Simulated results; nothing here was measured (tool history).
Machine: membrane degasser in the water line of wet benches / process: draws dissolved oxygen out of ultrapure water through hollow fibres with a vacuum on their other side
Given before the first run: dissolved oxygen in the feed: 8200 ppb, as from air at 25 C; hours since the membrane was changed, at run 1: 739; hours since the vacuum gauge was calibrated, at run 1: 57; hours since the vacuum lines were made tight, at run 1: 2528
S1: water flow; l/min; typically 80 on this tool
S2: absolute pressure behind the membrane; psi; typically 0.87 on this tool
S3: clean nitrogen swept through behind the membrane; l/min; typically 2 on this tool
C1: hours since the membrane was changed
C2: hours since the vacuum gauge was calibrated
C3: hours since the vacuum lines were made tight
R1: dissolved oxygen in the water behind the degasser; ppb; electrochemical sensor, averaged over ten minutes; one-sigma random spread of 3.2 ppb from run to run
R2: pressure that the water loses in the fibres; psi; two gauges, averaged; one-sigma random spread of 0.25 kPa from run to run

run,hour,S1,S2,S3,C1,C2,C3,R1,R2
1,0,80,0.87,2,739,57,2528,323.9,9.839
2,154.1,80,0.87,2,893,211,2682,323.7,9.825
3,350.1,80,0.87,2,1089,407,2878,323.2,9.796
4,542.1,80,0.87,2,1281,599,3070,324.7,9.823
5,755.8,80,0.87,2,1495,813,3284,321.9,9.818
6,898.6,80,2.049,2,1638,956,3427,894.9,9.803
7,1047.5,80,2.049,2,1787,1105,3576,900.6,9.823
8,1260,80,0.87,2,1999,1317,3788,323.8,9.85
9,1487.1,80,0.87,2,2226,1544,4015,323.2,9.906
10,1682.7,80,0.87,2,2422,1740,4211,319.6,9.896
11,1865.4,80,0.87,2,2604,1923,4394,319.9,9.851
12,2000.5,80,0.87,2,2740,2058,4529,321.3,9.835
13,2146.7,80,1.005,1.41,2886,2204,4675,469.5,9.916

Run 14 comes next. What will it give?
# hour 2245.9: seals of the vacuum lines changed
14,2262.7,80,1.005,1.41,3000,2318,17,?,?

R1: 474.7 ppb
R2: 9.889 psi
Take away the tool's hidden state, keep the run-to-run variation as it was, and the same run would have given R1 474.4 ppb, R2 9.778 psi.
